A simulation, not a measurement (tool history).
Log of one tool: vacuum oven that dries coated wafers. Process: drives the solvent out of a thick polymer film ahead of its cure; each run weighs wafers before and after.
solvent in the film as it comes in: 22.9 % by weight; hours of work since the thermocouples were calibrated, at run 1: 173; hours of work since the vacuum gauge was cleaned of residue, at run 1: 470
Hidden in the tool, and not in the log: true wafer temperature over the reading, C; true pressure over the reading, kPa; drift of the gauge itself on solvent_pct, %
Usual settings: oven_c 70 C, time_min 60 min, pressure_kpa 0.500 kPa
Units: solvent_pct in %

run,day,oven_c,time_min,pressure_kpa,hours of work since the thermocouples were calibrated,hours of work since the vacuum gauge was cleaned of residue,solvent_pct
1,0.000,70,60,0.500,173,470,1.41
2,0.521,70,60,0.500,182,480,1.41
3,1.396,70,60,0.500,197,495,1.44
4,2.283,70,60,0.500,212,510,1.44
5,3.004,70,60,0.500,225,523,1.42
6,3.958,65,60,0.500,242,540,3.26
7,5.017,70,60,0.500,260,558,1.41
8,5.692,70,60,0.500,272,570,1.37
9,6.762,70,106,0.436,291,588,0.37
# day 6.896: oven's thermocouples calibrated
10,7.496,70,46,0.731,10,600,2.32
11,8.012,70,60,1.702,19,609,1.67
12,9.012,67,60,1.030,37,626,2.43
13,9.683,56,31,1.141,49,638,12.25
14,10.496,73,48,0.369,63,652,1.14

How the hidden state differs across the entries between the runs, from the last listed run before each to the first after it:
Between runs 9 and 10: oven's thermocouples calibrated (day 6.896)
  true wafer temperature over the reading, C: 0.59 -> 1; true pressure over the reading, kPa: 0.271 -> 0.276
  measured less the result without the state, solvent_pct: +0.05 -> -0.31 %
